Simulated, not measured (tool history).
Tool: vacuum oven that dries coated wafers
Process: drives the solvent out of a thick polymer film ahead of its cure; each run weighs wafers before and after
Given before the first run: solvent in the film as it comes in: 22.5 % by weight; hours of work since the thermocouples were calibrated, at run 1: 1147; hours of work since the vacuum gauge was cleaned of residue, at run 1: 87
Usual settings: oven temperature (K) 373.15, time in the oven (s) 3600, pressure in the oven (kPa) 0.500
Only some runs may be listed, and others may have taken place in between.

run,day,oven temperature (K),time in the oven (s),pressure in the oven (kPa),hours of work since the thermocouples were calibrated,hours of work since the vacuum gauge was cleaned of residue,solvent left in the film (%)
1,0.000,373.15,3600,0.500,1147,87,1.12
2,0.467,373.15,3600,0.500,1153,93,1.05
3,0.862,373.15,3600,0.500,1159,98,1.05
4,1.304,373.15,3600,0.500,1164,104,1.12
5,1.658,373.15,3600,0.500,1169,109,1.05
6,2.162,373.15,3600,0.500,1176,115,1.07
7,2.467,373.15,4020,0.500,1180,119,0.82
8,2.700,373.15,4020,0.500,1183,122,0.79
9,3.067,363.15,2340,0.500,1187,127,5.22
# day 3.183: oven's thermocouples calibrated
10,3.479,363.15,5040,0.363,4,131,1.34
11,3.721,363.15,5040,0.363,7,135,1.37
# day 4.058: oven's thermocouples calibrated, once more
12,4.267,367.15,3420,1.005,3,141,2.13
13,4.583,367.15,3420,1.005,7,145,2.16
14,5.067,373.15,6420,0.500,13,151,0.22
15,5.517,363.15,3600,0.763,19,157,2.65
16,5.746,363.15,3600,0.763,22,160,2.58

Consider 5 possible next runs. They are alternatives, not a sequence: every one starts from the tool as it was left by run 16. What does each give?
A,5.983,373.15,3180,0.500,25,163,?
B,5.983,382.15,2940,0.763,25,163,?
C,5.983,378.15,3600,0.500,25,163,?
D,5.983,377.15,3600,0.925,25,163,?
E,5.983,380.15,3600,0.399,25,163,?

run,solvent left in the film (%)
A,1.33
B,0.67
C,0.55
D,0.68
E,0.40
Stripped of hidden state, with their random variation kept, the same runs would have yielded:
run,solvent left in the film (%)
A,1.27
B,0.64
C,0.53
D,0.65
E,0.37

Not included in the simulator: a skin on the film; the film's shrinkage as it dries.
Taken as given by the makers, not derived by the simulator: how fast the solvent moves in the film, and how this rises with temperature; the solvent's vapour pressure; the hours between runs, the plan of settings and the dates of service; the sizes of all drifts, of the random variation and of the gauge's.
